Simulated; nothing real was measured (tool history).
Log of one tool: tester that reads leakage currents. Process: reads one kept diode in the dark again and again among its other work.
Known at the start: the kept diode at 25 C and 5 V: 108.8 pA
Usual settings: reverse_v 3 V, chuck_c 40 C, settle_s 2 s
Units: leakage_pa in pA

run 1 hour=0 | reverse_v=3 chuck_c=40 settle_s=2 | leakage_pa=235.11
run 2 hour=27.5 | reverse_v=3 chuck_c=40 settle_s=2 | leakage_pa=234.47
run 3 hour=61 | reverse_v=3 chuck_c=40 settle_s=2 | leakage_pa=233.52
run 4 hour=77.7 | reverse_v=3 chuck_c=40 settle_s=2 | leakage_pa=233.27
run 5 hour=95.9 | reverse_v=3 chuck_c=40 settle_s=2 | leakage_pa=232.2
run 6 hour=121.2 | reverse_v=3 chuck_c=40 settle_s=2 | leakage_pa=232.3
run 7 hour=147 | reverse_v=6.3 chuck_c=40 settle_s=2 | leakage_pa=364.28
run 8 hour=160.7 | reverse_v=3 chuck_c=36 settle_s=2 | leakage_pa=198.01
run 9 hour=186.5 | reverse_v=3 chuck_c=40 settle_s=2 | leakage_pa=263.11
run 10 hour=213.4 | reverse_v=3 chuck_c=40 settle_s=2 | leakage_pa=260.53
run 11 hour=239.7 | reverse_v=3 chuck_c=40 settle_s=2 | leakage_pa=260.8
run 12 hour=263.2 | reverse_v=3 chuck_c=40 settle_s=2 | leakage_pa=257.79
run 13 hour=282 | reverse_v=3 chuck_c=40 settle_s=2 | leakage_pa=257.14
run 14 hour=310.4 | reverse_v=3 chuck_c=40 settle_s=2 | leakage_pa=255.99
run 15 hour=334 | reverse_v=3 chuck_c=40 settle_s=2 | leakage_pa=254.71
run 16 hour=358.4 | reverse_v=3 chuck_c=40 settle_s=2 | leakage_pa=253.84
run 17 hour=376.1 | reverse_v=3 chuck_c=40 settle_s=2 | leakage_pa=252.77
run 18 hour=397.1 | reverse_v=3 chuck_c=40 settle_s=2 | leakage_pa=252.92
run 19 hour=422.5 | reverse_v=3 chuck_c=40 settle_s=2 | leakage_pa=251.4
run 20 hour=455.1 | reverse_v=3 chuck_c=40 settle_s=0.69 | leakage_pa=251.6
run 21 hour=474 | reverse_v=3 chuck_c=40 settle_s=0.5 | leakage_pa=250.22
run 22 hour=500.4 | reverse_v=4.69 chuck_c=50 settle_s=0.5 | leakage_pa=601.64
run 23 hour=531.7 | reverse_v=4.69 chuck_c=50 settle_s=0.5 | leakage_pa=598.31
run 24 hour=555.7 | reverse_v=3 chuck_c=25 settle_s=2 | leakage_pa=80.86
run 25 hour=571.8 | reverse_v=3 chuck_c=25 settle_s=2 | leakage_pa=80.74
run 26 hour=601.7 | reverse_v=7.15 chuck_c=29 settle_s=2 | leakage_pa=161.22
run 27 hour=617.9 | reverse_v=7.15 chuck_c=29 settle_s=2 | leakage_pa=160.47
run 28 hour=631.6 | reverse_v=3 chuck_c=27 settle_s=2.07 | leakage_pa=93.17
run 29 hour=664.5 | reverse_v=3 chuck_c=27 settle_s=2.07 | leakage_pa=92.83
run 30 hour=683.5 | reverse_v=18.29 chuck_c=27 settle_s=8.77 | leakage_pa=207.94
run 31 hour=698.5 | reverse_v=18.29 chuck_c=27 settle_s=8.77 | leakage_pa=208.03
run 32 hour=712.6 | reverse_v=14.72 chuck_c=52 settle_s=5.2 | leakage_pa=1083.8
run 33 hour=736.8 | reverse_v=3.72 chuck_c=35 settle_s=8.06 | leakage_pa=180.97
run 34 hour=758 | reverse_v=3.72 chuck_c=35 settle_s=8.06 | leakage_pa=181.26
run 35 hour=782.4 | reverse_v=3.72 chuck_c=35 settle_s=8.06 | leakage_pa=179.95
run 36 hour=811.9 | reverse_v=3.72 chuck_c=35 settle_s=8.91 | leakage_pa=178.51
run 37 hour=832 | reverse_v=5.39 chuck_c=35 settle_s=8.21 | leakage_pa=210.21
run 38 hour=857.3 | reverse_v=5.39 chuck_c=35 settle_s=8.21 | leakage_pa=209.4
run 39 hour=871.9 | reverse_v=5.39 chuck_c=35 settle_s=8.21 | leakage_pa=207.86
run 40 hour=905.2 | reverse_v=4.26 chuck_c=35 settle_s=8.21 | leakage_pa=187.11
run 41 hour=938.2 | reverse_v=4.26 chuck_c=35 settle_s=8.21 | leakage_pa=185.94

Taken out of this log: 1 entry between the listed runs. Where each belongs, and how the hidden state differs across it:
Between runs 6 and 7: chuck's temperature calibrated (hour 137.1)
  stray current of the dirty probe card, pA a volt: 0.54 -> 0.543; current scale over the true one, %: -0.24 -> -0.25; true chuck temperature over the reading, C: -2.12 -> -0.22
  measured less the result without the state, leakage_pa: -36.76 -> -3.33 pA
